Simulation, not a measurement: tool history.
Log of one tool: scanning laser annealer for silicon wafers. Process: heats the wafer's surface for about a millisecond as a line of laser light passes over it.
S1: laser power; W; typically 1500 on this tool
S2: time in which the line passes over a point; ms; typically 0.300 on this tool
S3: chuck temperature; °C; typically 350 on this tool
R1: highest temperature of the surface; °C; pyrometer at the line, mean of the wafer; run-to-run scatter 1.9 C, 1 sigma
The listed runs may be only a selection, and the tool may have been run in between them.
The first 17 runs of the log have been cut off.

{"run": 18, "day": 15.288, "S1": 1500, "S2": 0.299, "S3": 350, "R1": 1088}
{"run": 19, "day": 16.354, "S1": 1500, "S2": 0.3, "S3": 350, "R1": 1088}
{"day": 16.621, "done": "window over the wafer cleaned"}
{"run": 20, "day": 17.062, "S1": 1500, "S2": 0.3, "S3": 350, "R1": 1132}
{"run": 21, "day": 17.971, "S1": 1611, "S2": 0.212, "S3": 350, "R1": 1053}
{"run": 22, "day": 19.25, "S1": 1591, "S2": 0.3, "S3": 350, "R1": 1186}
{"run": 23, "day": 20.192, "S1": 1434, "S2": 0.353, "S3": 341, "R1": 1148}
{"run": 24, "day": 21.504, "S1": 1604, "S2": 0.312, "S3": 350, "R1": 1206}
{"run": 25, "day": 22.296, "S1": 1471, "S2": 0.26, "S3": 350, "R1": 1052}
{"run": 26, "day": 23.267, "S1": 1471, "S2": 0.26, "S3": 350, "R1": 1051}
{"run": 27, "day": 23.988, "S1": 1543, "S2": 0.3, "S3": 368, "R1": 1165}
{"run": 28, "day": 24.742, "S1": 1559, "S2": 0.348, "S3": 350, "R1": 1223}
{"run": 29, "day": 25.85, "S1": 1500, "S2": 0.3, "S3": 329, "R1": 1097}
{"run": 30, "day": 26.483, "S1": 1500, "S2": 0.3, "S3": 323, "R1": 1092}
{"run": 31, "day": 27.538, "S1": 1500, "S2": 0.236, "S3": 350, "R1": 1023}
{"run": 32, "day": 28.579, "S1": 1500, "S2": 0.342, "S3": 350, "R1": 1171}
{"run": 33, "day": 29.417, "S1": 1473, "S2": 0.296, "S3": 350, "R1": 1092}
{"run": 34, "day": 30.225, "S1": 1479, "S2": 0.3, "S3": 367, "R1": 1117}
{"run": 35, "day": 31.283, "S1": 1500, "S2": 0.372, "S3": 375, "R1": 1232}
{"run": 36, "day": 32.225, "S1": 1439, "S2": 0.315, "S3": 322, "R1": 1063}
{"run": 37, "day": 33.175, "S1": 1354, "S2": 0.244, "S3": 334, "R1": 935}
{"run": 38, "day": 34.529, "S1": 1378, "S2": 0.213, "S3": 350, "R1": 920}

Consider 5 possible next runs. They are alternatives, not a sequence: every one starts from the tool as it was left by run 38. What does each give?
{"run": "A", "day": 35.358, "S1": 1647, "S2": 0.215, "S3": 373, "R1": "?"}
{"run": "B", "day": 35.358, "S1": 1378, "S2": 0.213, "S3": 312, "R1": "?"}
{"run": "C", "day": 35.358, "S1": 1378, "S2": 0.368, "S3": 350, "R1": "?"}
{"run": "D", "day": 35.358, "S1": 1378, "S2": 0.339, "S3": 350, "R1": "?"}
{"run": "E", "day": 35.358, "S1": 1337, "S2": 0.375, "S3": 368, "R1": "?"}

run=A R1=1073
run=B R1=878
run=C R1=1112
run=D R1=1080
run=E R1=1111
Had the tool no hidden state, the same runs would have come out as:
run=A R1=1107
run=B R1=906
run=C R1=1150
run=D R1=1116
run=E R1=1148
